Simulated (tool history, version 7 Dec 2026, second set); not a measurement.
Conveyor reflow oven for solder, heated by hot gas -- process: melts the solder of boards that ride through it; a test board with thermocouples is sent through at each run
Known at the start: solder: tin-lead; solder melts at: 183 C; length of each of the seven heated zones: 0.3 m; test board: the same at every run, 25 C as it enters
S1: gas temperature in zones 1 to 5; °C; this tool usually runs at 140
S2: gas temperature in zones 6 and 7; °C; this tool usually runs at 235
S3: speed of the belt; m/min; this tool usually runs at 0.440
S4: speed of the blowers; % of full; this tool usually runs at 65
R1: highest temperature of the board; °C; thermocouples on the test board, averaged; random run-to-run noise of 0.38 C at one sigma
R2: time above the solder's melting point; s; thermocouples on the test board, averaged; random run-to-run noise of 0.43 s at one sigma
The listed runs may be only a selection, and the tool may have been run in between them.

run 1 hour=0.0 | S1=140 S2=235 S3=0.440 S4=65 | R1=213.7 R2=58.1
run 2 hour=4.9 | S1=140 S2=235 S3=0.440 S4=74 | R1=216.4 R2=61.1
run 3 hour=10.8 | S1=140 S2=240 S3=0.440 S4=74 | R1=220.8 R2=64.6
run 4 hour=19.0 | S1=140 S2=240 S3=0.440 S4=74 | R1=221.3 R2=64.0
run 5 hour=25.4 | S1=140 S2=249 S3=0.440 S4=74 | R1=228.5 R2=70.0
run 6 hour=33.2 | S1=140 S2=249 S3=0.440 S4=67 | R1=226.7 R2=68.7
run 7 hour=37.1 | S1=140 S2=235 S3=0.440 S4=65 | R1=213.6 R2=58.2
run 8 hour=43.7 | S1=140 S2=235 S3=0.440 S4=65 | R1=213.9 R2=57.9
run 9 hour=52.0 | S1=140 S2=236 S3=0.440 S4=65 | R1=214.3 R2=58.5
run 10 hour=56.2 | S1=140 S2=227 S3=0.440 S4=65 | R1=206.4 R2=51.1
run 11 hour=60.1 | S1=140 S2=227 S3=0.440 S4=65 | R1=206.7 R2=50.1
run 12 hour=66.1 | S1=140 S2=227 S3=0.440 S4=75 | R1=209.8 R2=55.1
run 13 hour=70.8 | S1=140 S2=227 S3=0.440 S4=75 | R1=210.0 R2=55.0
run 14 hour=74.8 | S1=140 S2=227 S3=0.440 S4=75 | R1=209.7 R2=55.0
run 15 hour=80.3 | S1=145 S2=240 S3=0.357 S4=56 | R1=221.6 R2=84.6
run 16 hour=89.2 | S1=140 S2=235 S3=0.351 S4=65 | R1=220.0 R2=81.7
-- hour=93.9 belt drive overhauled, speed set with a stopwatch
run 17 hour=101.0 | S1=140 S2=235 S3=0.440 S4=55 | R1=209.4 R2=53.3
run 18 hour=107.8 | S1=140 S2=240 S3=0.390 S4=65 | R1=221.6 R2=74.3
run 19 hour=115.3 | S1=140 S2=230 S3=0.391 S4=66 | R1=213.2 R2=66.0
run 20 hour=119.2 | S1=146 S2=235 S3=0.442 S4=65 | R1=214.4 R2=61.2
run 21 hour=125.5 | S1=140 S2=235 S3=0.405 S4=88 | R1=222.0 R2=72.5
run 22 hour=134.2 | S1=133 S2=232 S3=0.440 S4=73 | R1=212.3 R2=54.2
-- hour=139.0 belt drive overhauled, speed set with a stopwatch, once more
run 23 hour=143.3 | S1=133 S2=232 S3=0.440 S4=73 | R1=210.9 R2=54.2
run 24 hour=148.7 | S1=127 S2=245 S3=0.485 S4=61 | R1=211.8 R2=45.1
run 25 hour=157.1 | S1=127 S2=245 S3=0.485 S4=61 | R1=211.7 R2=45.2
run 26 hour=161.1 | S1=127 S2=245 S3=0.485 S4=61 | R1=211.3 R2=45.9
run 27 hour=167.1 | S1=128 S2=228 S3=0.440 S4=65 | R1=203.9 R2=42.6

Here are 3 independent what-if runs from the current tool condition. What would each one return?
run A hour=174.1 | S1=140 S2=241 S3=0.440 S4=65 | R1=? R2=?
run B hour=174.1 | S1=142 S2=235 S3=0.440 S4=65 | R1=? R2=?
run C hour=174.1 | S1=128 S2=228 S3=0.379 S4=71 | R1=? R2=?

run=A R1=218.0 R2=61.4
run=B R1=211.8 R2=58.3
run=C R1=211.1 R2=62.1
Without the tool's unlogged condition, the same runs would have read:
run=A R1=221.6 R2=64.7
run=B R1=215.3 R2=61.9
run=C R1=214.5 R2=66.6
